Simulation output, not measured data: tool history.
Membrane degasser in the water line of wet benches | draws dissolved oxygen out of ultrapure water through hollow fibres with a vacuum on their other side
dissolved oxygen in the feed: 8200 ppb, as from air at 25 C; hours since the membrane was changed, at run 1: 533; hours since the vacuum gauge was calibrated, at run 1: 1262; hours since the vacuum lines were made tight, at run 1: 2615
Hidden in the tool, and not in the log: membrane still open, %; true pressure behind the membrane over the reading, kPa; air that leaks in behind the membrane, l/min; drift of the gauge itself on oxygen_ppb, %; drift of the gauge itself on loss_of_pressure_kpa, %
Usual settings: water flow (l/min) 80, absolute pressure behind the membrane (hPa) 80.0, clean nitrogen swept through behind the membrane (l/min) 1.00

run    hour  water flow (l/min)  absolute pressure behind the membrane (hPa)  clean nitrogen swept through behind the membrane (l/min)  hours since the membrane was changed  hours since the vacuum gauge was calibrated  hours since the vacuum lines were made tight  dissolved oxygen in the water behind the degasser (ppb)  pressure that the water loses in the fibres (hPa)
  1     0.0                  80                                         80.0                                                      1.00                                   533                                         1262                                          2615                                                    638.0                                              519.5
  2    65.8                  80                                         80.0                                                      1.08                                   599                                         1328                                          2681                                                    618.5                                              516.6
  3   136.5                  80                                         80.0                                                      0.54                                   670                                         1398                                          2752                                                    909.7                                              521.6
  4   200.2                  80                                         80.0                                                      1.00                                   733                                         1462                                          2816                                                    642.7                                              520.3
  5   237.7                  80                                         80.0                                                      1.59                                   771                                         1499                                          2853                                                    482.2                                              520.8
  6   281.4                  80                                         80.0                                                      1.00                                   814                                         1543                                          2897                                                    642.2                                              516.7
  7   335.3                  80                                         80.0                                                      1.00                                   868                                         1597                                          2951                                                    642.1                                              517.9
  8   374.7                  80                                         80.0                                                      1.00                                   908                                         1637                                          2990                                                    653.3                                              521.5
  9   415.2                  80                                         80.0                                                      2.67                                   948                                         1677                                          3031                                                    334.9                                              520.6
 10   454.8                  80                                         80.0                                                      0.46                                   988                                         1717                                          3070                                                    973.7                                              514.4
 11   499.4                  80                                         80.0                                                      0.46                                  1033                                         1761                                          3115                                                    985.1                                              519.5
 12   540.9                  80                                         80.0                                                      0.67                                  1074                                         1803                                          3156                                                    812.5                                              518.1
 13   612.7                  80                                         80.0                                                      0.67                                  1146                                         1875                                          3228                                                    799.6                                              521.5
 14   677.0                  80                                         80.0                                                      0.67                                  1210                                         1939                                          3292                                                    798.0                                              516.6
 15   753.3                  80                                         80.0                                                      1.16                                  1286                                         2015                                          3369                                                    573.5                                              519.5
 16   817.0                  80                                         80.0                                                      1.16                                  1350                                         2079                                          3432                                                    585.5                                              520.1
 17   873.1                  82                                         71.8                                                      1.15                                  1406                                         2135                                          3489                                                    514.8                                              531.5
 18   939.8                  57                                         80.0                                                      0.48                                  1473                                         2202                                          3555                                                    784.0                                              372.3
 19   979.3                  57                                         80.0                                                      0.53                                  1512                                         2241                                          3595                                                    756.9                                              372.5
 20  1017.3                  57                                         80.0                                                      1.75                                  1550                                         2279                                          3633                                                    335.8                                              369.3
 21  1085.8                  80                                         80.5                                                      1.29                                  1619                                         2348                                          3701                                                    551.5                                              514.2
 22  1118.7                  67                                        124.9                                                      0.49                                  1652                                         2381                                          3734                                                   1553.3                                              435.0
 23  1187.1                  67                                        124.9                                                      0.49                                  1720                                         2449                                          3802                                                   1562.8                                              437.1
 24  1231.7                  67                                        153.2                                                      0.82                                  1765                                         2494                                          3847                                                   1446.3                                              433.6
 25  1267.4                  54                                         78.0                                                      0.56                                  1801                                         2529                                          3883                                                    666.5                                              350.5
     1287.9  -- seals of the vacuum lines changed
 26  1324.9                 114                                        187.4                                                      1.22                                  1856                                         2585                                            37                                                   1945.2                                              737.7
 27  1370.6                 114                                        187.4                                                      1.22                                  1902                                         2630                                            83                                                   1954.0                                              741.7
 28  1418.6                  57                                         80.0                                                      2.86                                  1950                                         2678                                           131                                                    231.0                                              370.0
 29  1494.2                  57                                         80.0                                                      2.86                                  2025                                         2754                                           206                                                    230.3                                              366.8
 30  1544.0                  99                                         61.4                                                      1.00                                  2075                                         2804                                           256                                                    495.6                                              641.5
 31  1597.3                  58                                         80.0                                                      1.00                                  2128                                         2857                                           309                                                    506.9                                              380.6
 32  1641.7                 103                                         80.0                                                      2.72                                  2173                                         2901                                           354                                                    401.1                                              666.6

4 ways to go on from here, each from the tool as it stands after run 32. What would each give?
  A  1708.8                  68                                        107.7                                                      0.41                                  2240                                         2969                                           421                                                        ?                                                  ?
  B  1708.8                  53                                        143.5                                                      2.72                                  2240                                         2969                                           421                                                        ?                                                  ?
  C  1708.8                  61                                        148.0                                                      1.76                                  2240                                         2969                                           421                                                        ?                                                  ?
  D  1708.8                 103                                         80.0                                                      0.66                                  2240                                         2969                                           421                                                        ?                                                  ?

run  dissolved oxygen in the water behind the degasser (ppb)  pressure that the water loses in the fibres (hPa)
  A                                                   1441.3                                              438.6
  B                                                    479.4                                              343.2
  C                                                    787.2                                              392.0
  D                                                    964.3                                              672.1
Without the tool's hidden state the same runs would have given:
run  dissolved oxygen in the water behind the degasser (ppb)  pressure that the water loses in the fibres (hPa)
  A                                                   1439.9                                              438.4
  B                                                    479.0                                              343.0
  C                                                    786.6                                              391.8
  D                                                    962.7                                              671.7

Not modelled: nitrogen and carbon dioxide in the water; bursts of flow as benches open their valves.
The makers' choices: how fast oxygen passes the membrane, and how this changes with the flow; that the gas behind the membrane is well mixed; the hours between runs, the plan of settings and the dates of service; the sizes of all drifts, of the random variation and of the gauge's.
